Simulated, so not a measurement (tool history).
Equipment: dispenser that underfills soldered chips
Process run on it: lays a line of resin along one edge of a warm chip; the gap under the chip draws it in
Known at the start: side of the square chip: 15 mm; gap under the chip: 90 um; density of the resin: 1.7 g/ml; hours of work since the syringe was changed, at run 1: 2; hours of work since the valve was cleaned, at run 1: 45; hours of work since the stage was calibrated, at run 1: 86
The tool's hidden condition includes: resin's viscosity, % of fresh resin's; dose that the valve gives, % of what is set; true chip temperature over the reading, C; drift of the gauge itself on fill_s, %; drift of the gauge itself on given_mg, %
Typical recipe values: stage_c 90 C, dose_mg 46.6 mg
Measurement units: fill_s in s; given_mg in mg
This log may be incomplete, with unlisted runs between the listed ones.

| run | hour | stage_c | dose_mg | hours of work since the syringe was changed | hours of work since the valve was cleaned | hours of work since the stage was calibrated | fill_s | given_mg |
|---|---|---|---|---|---|---|---|---|
| 1 | 0.0 | 90 | 46.6 | 2 | 45 | 86 | 78.0 | 46.09 |
| 2 | 2.6 | 90 | 46.6 | 4 | 47 | 87 | 83.1 | 45.78 |
| 3 | 5.2 | 90 | 54.4 | 5 | 49 | 89 | 84.6 | 53.59 |
| 4 | 8.5 | 78 | 54.4 | 7 | 51 | 91 | 137.1 | 53.87 |
| 5 | 14.0 | 78 | 54.8 | 11 | 54 | 94 | 154.7 | 53.94 |
|  | 16.1 | new syringe of resin |
| 6 | 19.0 | 78 | 54.8 | 2 | 57 | 97 | 112.7 | 53.44 |
| 7 | 24.3 | 78 | 54.8 | 5 | 60 | 100 | 126.9 | 53.51 |
| 8 | 29.0 | 90 | 59.8 | 8 | 63 | 103 | 94.9 | 58.35 |
| 9 | 32.2 | 90 | 46.6 | 10 | 65 | 105 | 106.6 | 45.45 |
|  | 35.8 | new syringe of resin |
| 10 | 37.1 | 90 | 46.6 | 1 | 68 | 108 | 74.3 | 45.58 |
| 11 | 42.2 | 80 | 60.4 | 4 | 71 | 111 | 114.4 | 58.82 |
| 12 | 45.5 | 80 | 60.4 | 6 | 73 | 113 | 122.1 | 58.81 |
| 13 | 50.5 | 80 | 60.4 | 9 | 76 | 116 | 137.0 | 58.76 |
| 14 | 54.0 | 98 | 59.0 | 11 | 78 | 118 | 83.4 | 57.59 |
|  | 55.2 | new syringe of resin |
| 15 | 58.8 | 82 | 55.9 | 2 | 81 | 121 | 100.0 | 54.44 |
| 16 | 62.7 | 85 | 59.3 | 5 | 83 | 123 | 99.9 | 57.06 |
| 17 | 66.0 | 85 | 50.8 | 7 | 85 | 125 | 109.7 | 49.14 |
| 18 | 68.7 | 104 | 48.9 | 8 | 87 | 127 | 65.8 | 47.29 |
| 19 | 71.5 | 104 | 54.4 | 10 | 88 | 129 | 66.5 | 52.68 |
|  | 74.6 | new syringe of resin |
| 20 | 75.3 | 96 | 46.6 | 0 | 90 | 131 | 59.8 | 44.82 |

4 options for the next run, each taken on its own from the tool as it stands now. Forecast them:
| A | 78.4 | 77 | 49.3 | 2 | 92 | 133 | ? | ? |
| B | 78.4 | 78 | 54.6 | 2 | 92 | 133 | ? | ? |
| C | 78.4 | 77 | 45.4 | 2 | 92 | 133 | ? | ? |
| D | 78.4 | 90 | 57.3 | 2 | 92 | 133 | ? | ? |

| run | fill_s | given_mg |
|---|---|---|
| A | 117.9 | 47.66 |
| B | 112.0 | 53.01 |
| C | 121.4 | 43.63 |
| D | 75.1 | 55.48 |
Had the tool no hidden state, the same runs would have come out as:
| run | fill_s | given_mg |
|---|---|---|
| A | 110.2 | 49.35 |
| B | 104.9 | 54.89 |
| C | 113.1 | 45.18 |
| D | 70.4 | 57.44 |
